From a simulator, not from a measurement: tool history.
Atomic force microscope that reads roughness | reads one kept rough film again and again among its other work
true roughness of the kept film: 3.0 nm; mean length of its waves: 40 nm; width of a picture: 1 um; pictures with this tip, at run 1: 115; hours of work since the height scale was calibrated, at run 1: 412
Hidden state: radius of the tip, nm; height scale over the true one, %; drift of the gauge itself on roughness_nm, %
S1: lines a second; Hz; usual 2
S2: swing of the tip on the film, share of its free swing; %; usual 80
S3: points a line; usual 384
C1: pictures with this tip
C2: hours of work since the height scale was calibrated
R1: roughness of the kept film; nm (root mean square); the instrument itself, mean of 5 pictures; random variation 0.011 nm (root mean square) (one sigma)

run	hour	S1	S2	S3	C1	C2	R1
1	0	2	80	384	115	412	2.586
2	14.3	2	56	384	141	420	2.752
3	27.8	2	56	384	166	429	2.739
4	47.4	2	56	384	201	441	2.714
5	70.4	2	80	463	243	455	2.533
6	83.3	2	58	384	266	462	2.682
7	97.2	2	56	384	291	471	2.672
8	123.5	2.71	80	384	339	487	2.418
# hour 127.6: new tip fitted
9	144.1	3.98	58	894	29	499	2.736
10	155.4	2	80	664	50	506	2.646
11	179	0.61	80	491	93	521	2.753
12	189.9	0.61	80	491	112	527	2.763

Forecast each of these 4 alternatives for the next run:
A	200.5	1.3	80	733	132	534	?
B	200.5	1.32	70	291	132	534	?
C	200.5	2.2	69	384	132	534	?
D	200.5	0.6	80	382	132	534	?

run	R1
A	2.646
B	2.708
C	2.666
D	2.754
Without the tool's hidden state the same runs would have given:
run	R1
A	2.716
B	2.779
C	2.736
D	2.826
